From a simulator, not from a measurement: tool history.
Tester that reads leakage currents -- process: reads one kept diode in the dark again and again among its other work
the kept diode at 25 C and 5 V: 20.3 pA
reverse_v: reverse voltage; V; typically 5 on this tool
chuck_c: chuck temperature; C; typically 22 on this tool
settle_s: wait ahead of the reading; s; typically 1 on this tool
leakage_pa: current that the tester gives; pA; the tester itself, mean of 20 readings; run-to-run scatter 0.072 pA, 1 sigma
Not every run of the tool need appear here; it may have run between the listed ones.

| run | hour | reverse_v | chuck_c | settle_s | leakage_pa |
|---|---|---|---|---|---|
| 1 | 0 | 5 | 22 | 1 | 20.16 |
| 2 | 23.5 | 5 | 22 | 1 | 20.09 |
| 3 | 47.8 | 5 | 22 | 1 | 20.15 |
| 4 | 61 | 5 | 28 | 1 | 31.57 |
| 5 | 87.5 | 5 | 28 | 1 | 31.7 |
| 6 | 105 | 5 | 28 | 1 | 31.74 |
| 7 | 124.7 | 5 | 22 | 2.02 | 19.67 |
| 8 | 151 | 5 | 22 | 2.02 | 19.63 |
| 9 | 167.9 | 5 | 31 | 1 | 39.98 |
| 10 | 197.5 | 5 | 31 | 1 | 40.11 |
| 11 | 216.4 | 5 | 31 | 1 | 40.4 |
| 12 | 234.8 | 5 | 22 | 1 | 20.91 |
| 13 | 256.2 | 5 | 22 | 1 | 20.85 |
| 14 | 286.7 | 5 | 22 | 1 | 20.93 |
| 15 | 317 | 5 | 22 | 1 | 21.11 |
| 16 | 334 | 5 | 22 | 1 | 21.19 |
| 17 | 350.1 | 5 | 22 | 3.74 | 19.77 |
| 18 | 368.6 | 5 | 46 | 0.39 | 129.4 |
| 19 | 394.9 | 1.33 | 46 | 0.39 | 63.93 |
| 20 | 417.2 | 1.33 | 39 | 0.39 | 38.24 |
| 21 | 444.1 | 1.33 | 39 | 0.39 | 38.26 |
| 22 | 458.9 | 5 | 22 | 1.74 | 20.58 |
| 23 | 484.8 | 5 | 22 | 2.64 | 20.43 |
| 24 | 513.2 | 1.04 | 22 | 7.4 | 8.29 |
| 25 | 531.3 | 5 | 50 | 1 | 172.8 |
| 26 | 548.1 | 5 | 50 | 1 | 172.88 |
| 27 | 574.3 | 5 | 50 | 1 | 173.55 |
| 28 | 586.6 | 5 | 23 | 3.62 | 22.11 |

Run 29 comes next. What will it give?
| 29 | 609 | 2.88 | 23 | 0.63 | ? |

leakage_pa: 17.64 pA
Had the tool carried no hidden state, the very same run would have given leakage_pa 14.61 pA.
